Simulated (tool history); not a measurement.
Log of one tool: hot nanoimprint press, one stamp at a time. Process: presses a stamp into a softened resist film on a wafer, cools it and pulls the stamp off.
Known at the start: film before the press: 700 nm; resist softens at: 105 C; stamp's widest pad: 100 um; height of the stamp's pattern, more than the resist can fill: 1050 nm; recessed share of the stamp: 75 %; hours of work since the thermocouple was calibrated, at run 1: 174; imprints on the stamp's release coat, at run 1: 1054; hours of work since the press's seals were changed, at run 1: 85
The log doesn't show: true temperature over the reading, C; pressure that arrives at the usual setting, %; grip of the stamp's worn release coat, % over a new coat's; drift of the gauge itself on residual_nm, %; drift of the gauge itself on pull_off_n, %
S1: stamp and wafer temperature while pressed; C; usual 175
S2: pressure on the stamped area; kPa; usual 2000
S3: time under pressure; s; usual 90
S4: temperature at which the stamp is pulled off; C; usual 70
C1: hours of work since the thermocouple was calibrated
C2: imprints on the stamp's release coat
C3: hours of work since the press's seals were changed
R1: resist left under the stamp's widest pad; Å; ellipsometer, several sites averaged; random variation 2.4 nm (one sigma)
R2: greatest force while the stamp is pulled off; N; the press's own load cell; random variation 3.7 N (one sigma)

run   hour   S1    S2  S3  S4   C1    C2   C3    R1   R2
  1    0.0  175  2000  90  70  174  1054   85  3994  178
  2   55.3  175  2000  90  62  204  1199  116  3937  185
  3   89.7  175  1650  90  70  223  1290  135  4396  184
  4  141.4  175  2000  90  70  252  1426  163  3940  184
  5  186.0  175  2000  90  70  276  1543  188  3991  185
  6  222.5  175  2000  90  70  297  1639  208  4022  186

Forecast run 7:
  7  281.5  175  2000  90  70  329  1795  240   ?   ?

Run 7 gave R1 3987 Å, R2 181 N.
Without the tool's hidden state the same run would have given R1 3992 Å, R2 179 N.
